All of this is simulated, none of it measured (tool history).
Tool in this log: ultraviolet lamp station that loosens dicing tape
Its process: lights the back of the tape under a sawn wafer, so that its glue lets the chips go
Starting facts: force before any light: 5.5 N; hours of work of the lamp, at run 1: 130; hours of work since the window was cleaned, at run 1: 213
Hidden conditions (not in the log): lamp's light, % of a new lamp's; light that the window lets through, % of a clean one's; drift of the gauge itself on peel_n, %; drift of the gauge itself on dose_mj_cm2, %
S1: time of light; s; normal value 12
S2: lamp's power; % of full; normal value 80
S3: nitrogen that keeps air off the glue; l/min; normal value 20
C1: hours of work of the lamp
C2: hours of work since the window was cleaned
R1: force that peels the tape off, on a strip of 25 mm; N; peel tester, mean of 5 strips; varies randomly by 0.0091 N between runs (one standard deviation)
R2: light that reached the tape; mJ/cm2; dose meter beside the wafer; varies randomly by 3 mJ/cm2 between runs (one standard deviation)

{"run": 1, "hour": 0.0, "S1": 12, "S2": 80, "S3": 20, "C1": 130, "C2": 213, "R1": 0.453, "R2": 399}
{"run": 2, "hour": 17.8, "S1": 12, "S2": 80, "S3": 20, "C1": 145, "C2": 228, "R1": 0.458, "R2": 398}
{"run": 3, "hour": 36.6, "S1": 12, "S2": 80, "S3": 20, "C1": 160, "C2": 243, "R1": 0.452, "R2": 397}
{"run": 4, "hour": 47.2, "S1": 12, "S2": 80, "S3": 20, "C1": 168, "C2": 251, "R1": 0.45, "R2": 394}
{"run": 5, "hour": 61.0, "S1": 12, "S2": 80, "S3": 20, "C1": 179, "C2": 262, "R1": 0.469, "R2": 391}
{"run": 6, "hour": 74.8, "S1": 12, "S2": 61, "S3": 20, "C1": 190, "C2": 273, "R1": 0.714, "R2": 299}
{"run": 7, "hour": 86.1, "S1": 12, "S2": 61, "S3": 20, "C1": 199, "C2": 282, "R1": 0.739, "R2": 293}
{"hour": 87.9, "done": "window cleaned of glue's vapour"}
{"run": 8, "hour": 103.7, "S1": 12, "S2": 61, "S3": 8, "C1": 213, "C2": 13, "R1": 1.322, "R2": 283}
{"run": 9, "hour": 119.8, "S1": 7, "S2": 70, "S3": 8, "C1": 226, "C2": 26, "R1": 2.039, "R2": 190}
{"hour": 133.0, "done": "window cleaned of glue's vapour, once more"}
{"run": 10, "hour": 134.9, "S1": 14, "S2": 61, "S3": 7, "C1": 238, "C2": 1, "R1": 0.971, "R2": 369}
{"run": 11, "hour": 154.1, "S1": 14, "S2": 61, "S3": 7, "C1": 253, "C2": 17, "R1": 0.943, "R2": 364}
{"run": 12, "hour": 162.8, "S1": 14, "S2": 61, "S3": 7, "C1": 260, "C2": 24, "R1": 0.915, "R2": 365}
{"run": 13, "hour": 175.0, "S1": 12, "S2": 75, "S3": 11, "C1": 270, "C2": 34, "R1": 0.673, "R2": 385}
{"run": 14, "hour": 191.2, "S1": 12, "S2": 75, "S3": 11, "C1": 283, "C2": 47, "R1": 0.667, "R2": 380}

Forecast each of these 4 alternatives for the next run:
{"run": "A", "hour": 209.1, "S1": 16, "S2": 88, "S3": 11, "C1": 297, "C2": 61, "R1": "?", "R2": "?"}
{"run": "B", "hour": 209.1, "S1": 22, "S2": 80, "S3": 20, "C1": 297, "C2": 61, "R1": "?", "R2": "?"}
{"run": "C", "hour": 209.1, "S1": 19, "S2": 80, "S3": 28, "C1": 297, "C2": 61, "R1": "?", "R2": "?"}
{"run": "D", "hour": 209.1, "S1": 23, "S2": 74, "S3": 12, "C1": 297, "C2": 61, "R1": "?", "R2": "?"}

run=A R1=0.346 R2=596
run=B R1=0.224 R2=744
run=C R1=0.234 R2=640
run=D R1=0.263 R2=714
With no hidden state in the tool, these same runs would have given:
run=A R1=0.307 R2=655
run=B R1=0.217 R2=818
run=C R1=0.225 R2=703
run=D R1=0.244 R2=785

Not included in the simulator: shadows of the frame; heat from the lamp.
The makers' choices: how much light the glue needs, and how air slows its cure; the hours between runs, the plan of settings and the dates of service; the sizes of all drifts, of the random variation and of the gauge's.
